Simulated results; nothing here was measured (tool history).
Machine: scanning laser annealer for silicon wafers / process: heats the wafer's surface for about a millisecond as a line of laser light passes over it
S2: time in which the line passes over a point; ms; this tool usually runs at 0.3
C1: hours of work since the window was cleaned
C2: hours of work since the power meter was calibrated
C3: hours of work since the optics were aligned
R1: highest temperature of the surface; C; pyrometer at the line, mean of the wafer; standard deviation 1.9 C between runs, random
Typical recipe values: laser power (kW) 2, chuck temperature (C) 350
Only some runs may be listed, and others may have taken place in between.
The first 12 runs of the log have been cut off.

{"hour": 286.3, "done": "optics aligned, line set to its width, once more"}
{"run": 13, "hour": 290.0, "laser power (kW)": 2, "S2": 0.38, "chuck temperature (C)": 350, "C1": 433, "C2": 376, "C3": 3, "R1": 1181}
{"run": 14, "hour": 313.8, "laser power (kW)": 2, "S2": 0.38, "chuck temperature (C)": 350, "C1": 451, "C2": 394, "C3": 20, "R1": 1180}
{"run": 15, "hour": 327.8, "laser power (kW)": 2, "S2": 0.38, "chuck temperature (C)": 350, "C1": 461, "C2": 405, "C3": 31, "R1": 1183}
{"run": 16, "hour": 346.7, "laser power (kW)": 2, "S2": 0.3, "chuck temperature (C)": 350, "C1": 475, "C2": 419, "C3": 45, "R1": 1082}
{"run": 17, "hour": 360.2, "laser power (kW)": 2, "S2": 0.3, "chuck temperature (C)": 350, "C1": 485, "C2": 429, "C3": 55, "R1": 1077}
{"run": 18, "hour": 374.2, "laser power (kW)": 2, "S2": 0.341, "chuck temperature (C)": 350, "C1": 496, "C2": 439, "C3": 65, "R1": 1125}
{"run": 19, "hour": 392.8, "laser power (kW)": 2, "S2": 0.341, "chuck temperature (C)": 350, "C1": 510, "C2": 453, "C3": 79, "R1": 1128}
{"run": 20, "hour": 405.1, "laser power (kW)": 1.758, "S2": 0.296, "chuck temperature (C)": 332, "C1": 519, "C2": 462, "C3": 88, "R1": 957}
{"run": 21, "hour": 428.2, "laser power (kW)": 1.758, "S2": 0.296, "chuck temperature (C)": 332, "C1": 536, "C2": 479, "C3": 105, "R1": 956}
{"run": 22, "hour": 440.3, "laser power (kW)": 2.155, "S2": 0.267, "chuck temperature (C)": 357, "C1": 545, "C2": 488, "C3": 114, "R1": 1095}
{"run": 23, "hour": 458.8, "laser power (kW)": 1.819, "S2": 0.309, "chuck temperature (C)": 360, "C1": 559, "C2": 502, "C3": 128, "R1": 1024}
{"run": 24, "hour": 483.8, "laser power (kW)": 1.819, "S2": 0.309, "chuck temperature (C)": 360, "C1": 577, "C2": 520, "C3": 147, "R1": 1024}
{"run": 25, "hour": 506.8, "laser power (kW)": 1.73, "S2": 0.285, "chuck temperature (C)": 375, "C1": 594, "C2": 537, "C3": 164, "R1": 976}
{"run": 26, "hour": 519.4, "laser power (kW)": 1.73, "S2": 0.315, "chuck temperature (C)": 375, "C1": 603, "C2": 547, "C3": 173, "R1": 1006}
{"run": 27, "hour": 535.1, "laser power (kW)": 1.979, "S2": 0.3, "chuck temperature (C)": 365, "C1": 615, "C2": 558, "C3": 185, "R1": 1080}
{"run": 28, "hour": 555.8, "laser power (kW)": 1.953, "S2": 0.261, "chuck temperature (C)": 355, "C1": 630, "C2": 574, "C3": 200, "R1": 1009}
{"run": 29, "hour": 578.1, "laser power (kW)": 1.953, "S2": 0.261, "chuck temperature (C)": 355, "C1": 647, "C2": 590, "C3": 217, "R1": 1005}
{"run": 30, "hour": 597.4, "laser power (kW)": 2.164, "S2": 0.295, "chuck temperature (C)": 381, "C1": 661, "C2": 605, "C3": 231, "R1": 1164}
{"run": 31, "hour": 612.6, "laser power (kW)": 2.164, "S2": 0.295, "chuck temperature (C)": 381, "C1": 673, "C2": 616, "C3": 242, "R1": 1160}
{"run": 32, "hour": 636.9, "laser power (kW)": 1.712, "S2": 0.376, "chuck temperature (C)": 324, "C1": 691, "C2": 634, "C3": 260, "R1": 1012}
{"run": 33, "hour": 654.1, "laser power (kW)": 1.858, "S2": 0.314, "chuck temperature (C)": 371, "C1": 703, "C2": 647, "C3": 273, "R1": 1049}
{"run": 34, "hour": 667.0, "laser power (kW)": 1.721, "S2": 0.241, "chuck temperature (C)": 369, "C1": 713, "C2": 656, "C3": 282, "R1": 912}
{"run": 35, "hour": 685.9, "laser power (kW)": 2.19, "S2": 0.315, "chuck temperature (C)": 322, "C1": 727, "C2": 670, "C3": 296, "R1": 1141}

Forecast each of these 5 alternatives for the next run:
{"run": "A", "hour": 703.7, "laser power (kW)": 1.779, "S2": 0.315, "chuck temperature (C)": 327, "C1": 740, "C2": 683, "C3": 310, "R1": "?"}
{"run": "B", "hour": 703.7, "laser power (kW)": 2.119, "S2": 0.3, "chuck temperature (C)": 350, "C1": 740, "C2": 683, "C3": 310, "R1": "?"}
{"run": "C", "hour": 703.7, "laser power (kW)": 1.85, "S2": 0.3, "chuck temperature (C)": 311, "C1": 740, "C2": 683, "C3": 310, "R1": "?"}
{"run": "D", "hour": 703.7, "laser power (kW)": 1.967, "S2": 0.3, "chuck temperature (C)": 350, "C1": 740, "C2": 683, "C3": 310, "R1": "?"}
{"run": "E", "hour": 703.7, "laser power (kW)": 1.973, "S2": 0.235, "chuck temperature (C)": 330, "C1": 740, "C2": 683, "C3": 310, "R1": "?"}

run=A R1=974
run=B R1=1112
run=C R1=970
run=D R1=1054
run=E R1=948
Stripped of hidden state, with their random variation kept, the same runs would have yielded:
run=A R1=992
run=B R1=1133
run=C R1=988
run=D R1=1073
run=E R1=965
